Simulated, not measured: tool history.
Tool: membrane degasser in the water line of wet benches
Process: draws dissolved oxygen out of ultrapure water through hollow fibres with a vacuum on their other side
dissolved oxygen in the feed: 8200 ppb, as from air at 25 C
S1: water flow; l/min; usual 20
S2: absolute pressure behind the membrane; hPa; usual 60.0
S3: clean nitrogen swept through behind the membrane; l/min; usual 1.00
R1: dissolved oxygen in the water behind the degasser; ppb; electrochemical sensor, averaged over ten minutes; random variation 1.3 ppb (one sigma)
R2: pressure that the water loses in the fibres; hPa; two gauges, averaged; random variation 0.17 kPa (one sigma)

| run | day | S1 | S2 | S3 | R1 | R2 |
|---|---|---|---|---|---|---|
| 1 | 0.000 | 20 | 60.0 | 1.00 | 126.1 | 285.8 |
|  | 1.375 | seals of the vacuum lines changed |
| 2 | 1.375 | 19 | 60.0 | 1.00 | 120.7 | 268.2 |
| 3 | 4.362 | 19 | 60.0 | 1.00 | 120.5 | 267.0 |
| 4 | 6.529 | 19 | 60.0 | 1.00 | 120.1 | 267.5 |
| 5 | 8.188 | 19 | 60.0 | 1.00 | 121.4 | 269.3 |
| 6 | 10.167 | 20 | 60.0 | 1.00 | 125.5 | 280.0 |
| 7 | 11.767 | 20 | 60.0 | 1.00 | 124.1 | 284.4 |
| 8 | 14.292 | 28 | 60.0 | 1.00 | 172.7 | 397.8 |
| 9 | 15.871 | 20 | 60.0 | 1.00 | 126.4 | 284.5 |
| 10 | 18.504 | 20 | 60.0 | 1.00 | 127.4 | 284.1 |
| 11 | 20.638 | 20 | 60.0 | 1.00 | 127.9 | 284.1 |
| 12 | 22.367 | 20 | 60.0 | 1.00 | 127.2 | 281.3 |
| 13 | 23.933 | 20 | 60.0 | 1.00 | 126.7 | 283.4 |
| 14 | 26.321 | 20 | 60.0 | 1.00 | 126.5 | 280.1 |
|  | 28.088 | vacuum gauge calibrated |
| 15 | 28.808 | 20 | 60.0 | 0.67 | 175.6 | 281.9 |
| 16 | 30.175 | 20 | 60.0 | 0.67 | 172.1 | 283.6 |
| 17 | 33.008 | 18 | 130.7 | 2.48 | 171.6 | 251.0 |
| 18 | 34.842 | 26 | 49.9 | 0.42 | 200.6 | 364.8 |
| 19 | 36.546 | 15 | 65.8 | 2.08 | 59.4 | 212.5 |
| 20 | 37.996 | 21 | 131.5 | 1.00 | 449.7 | 299.7 |
| 21 | 39.346 | 21 | 42.7 | 0.67 | 71.4 | 297.1 |
| 22 | 41.162 | 21 | 42.7 | 0.67 | 72.0 | 297.9 |
| 23 | 43.612 | 16 | 63.3 | 1.00 | 112.3 | 225.7 |
| 24 | 45.271 | 23 | 59.6 | 1.58 | 94.5 | 327.9 |
| 25 | 47.958 | 19 | 129.4 | 0.46 | 741.6 | 269.8 |
| 26 | 50.008 | 22 | 69.3 | 1.24 | 150.7 | 314.6 |
| 27 | 52.421 | 22 | 69.3 | 1.24 | 149.5 | 312.2 |
| 28 | 54.933 | 19 | 60.0 | 2.53 | 51.9 | 271.7 |
| 29 | 57.717 | 19 | 102.7 | 3.00 | 109.4 | 268.7 |
| 30 | 59.629 | 19 | 92.7 | 3.00 | 93.8 | 268.3 |
| 31 | 61.129 | 19 | 92.7 | 3.00 | 95.0 | 267.8 |
| 32 | 64.104 | 19 | 117.9 | 0.42 | 702.0 | 269.8 |

4 ways to go on from here, each from the tool as it stands after run 32. What would each give?
| A | 65.942 | 19 | 117.9 | 2.20 | ? | ? |
| B | 65.942 | 15 | 43.2 | 1.00 | ? | ? |
| C | 65.942 | 13 | 60.0 | 1.00 | ? | ? |
| D | 65.942 | 32 | 60.0 | 1.00 | ? | ? |

| run | R1 | R2 |
|---|---|---|
| A | 176.9 | 269.4 |
| B | 39.6 | 212.9 |
| C | 85.7 | 185.8 |
| D | 193.9 | 449.0 |
Without the tool's hidden state the same runs would have given:
| run | R1 | R2 |
|---|---|---|
| A | 176.9 | 269.3 |
| B | 39.6 | 212.9 |
| C | 85.6 | 185.8 |
| D | 193.9 | 448.9 |
